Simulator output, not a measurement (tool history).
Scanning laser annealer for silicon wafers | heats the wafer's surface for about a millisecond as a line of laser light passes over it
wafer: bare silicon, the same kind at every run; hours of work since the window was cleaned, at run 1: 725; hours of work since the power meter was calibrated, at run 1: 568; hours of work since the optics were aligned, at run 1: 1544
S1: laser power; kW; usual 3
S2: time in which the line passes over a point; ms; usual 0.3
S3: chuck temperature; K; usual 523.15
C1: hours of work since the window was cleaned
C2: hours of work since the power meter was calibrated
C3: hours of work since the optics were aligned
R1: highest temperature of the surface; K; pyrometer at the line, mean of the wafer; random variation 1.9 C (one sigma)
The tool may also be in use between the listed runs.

run	hour	S1	S2	S3	C1	C2	C3	R1
1	0	3	0.3	523.15	725	568	1544	1327.15
2	13.9	3	0.3	523.15	733	575	1552	1326.15
3	40.3	3	0.3	523.15	747	590	1566	1327.15
4	61.4	3	0.3	523.15	759	601	1577	1325.15
5	81.7	3	0.3	523.15	770	612	1589	1324.15
6	94.3	3	0.3	523.15	777	619	1595	1325.15
7	117	3	0.3	522.15	789	632	1608	1325.15
8	139.9	3	0.3	523.15	802	644	1620	1323.15
9	160.8	3.096	0.3	523.15	813	655	1632	1352.15
10	176.4	3	0.253	523.15	821	664	1640	1258.15
11	196.9	2.596	0.3	523.15	833	675	1651	1207.15
12	212.7	3.194	0.3	523.15	841	684	1660	1377.15
13	238.3	3	0.3	531.15	855	698	1674	1329.15
14	254.8	3	0.3	506.15	864	707	1683	1303.15
# hour 265.5: window over the wafer cleaned
15	276.7	3	0.3	506.15	6	718	1694	1330.15
16	293.1	3	0.3	537.15	15	726	1703	1360.15
17	316.8	3	0.3	488.15	28	739	1715	1307.15
18	342.7	3	0.312	523.15	42	753	1730	1359.15
19	363	3	0.312	523.15	53	764	1741	1359.15
20	376.7	3	0.312	523.15	61	772	1748	1359.15
21	390.1	3.288	0.312	523.15	68	779	1755	1449.15
22	410.3	3.288	0.312	523.15	79	790	1766	1445.15
23	428.9	3.288	0.312	523.15	89	800	1776	1447.15
24	441.4	3.252	0.337	548.15	96	807	1783	1496.15
25	465.2	3.252	0.337	548.15	109	820	1796	1493.15
26	477.4	3.252	0.337	548.15	115	827	1803	1495.15
27	500.5	2.683	0.272	548.15	128	839	1815	1241.15
28	512.2	2.731	0.375	514.15	134	846	1822	1340.15
29	537.4	2.731	0.375	514.15	148	859	1836	1336.15
30	552.4	3.159	0.234	528.15	156	868	1844	1294.15
31	565.9	2.555	0.231	499.15	164	875	1851	1107.15
32	589.6	2.555	0.231	499.15	176	888	1864	1101.15
33	602.8	3	0.236	562.15	184	895	1871	1291.15
34	622.8	3	0.25	563.15	195	906	1882	1310.15
35	646.3	2.899	0.25	563.15	207	919	1895	1281.15
36	668.4	2.899	0.25	536.15	219	931	1907	1255.15
37	679.2	2.964	0.3	523.15	225	937	1913	1330.15
38	704.2	2.881	0.228	520.15	239	950	1926	1200.15
39	726.8	2.881	0.228	520.15	251	963	1939	1203.15
40	739	2.833	0.228	520.15	258	969	1945	1188.15
41	764.1	2.833	0.228	520.15	271	983	1959	1189.15

Forecast each of these 4 alternatives for the next run:
# hour 779.8: optics aligned, line set to its width
A	792.2	2.833	0.228	490.15	284	995	7	?
# hour 779.8: optics aligned, line set to its width
B	792.2	3	0.3	527.15	284	995	7	?
# hour 779.8: optics aligned, line set to its width
C	792.2	2.857	0.377	523.15	284	995	7	?
# hour 779.8: optics aligned, line set to its width
D	792.2	2.577	0.351	540.15	284	995	7	?

run	R1
A	1172.15
B	1354.15
C	1398.15
D	1297.15
Without the tool's hidden state the same runs would have given:
run	R1
A	1180.15
B	1363.15
C	1408.15
D	1306.15

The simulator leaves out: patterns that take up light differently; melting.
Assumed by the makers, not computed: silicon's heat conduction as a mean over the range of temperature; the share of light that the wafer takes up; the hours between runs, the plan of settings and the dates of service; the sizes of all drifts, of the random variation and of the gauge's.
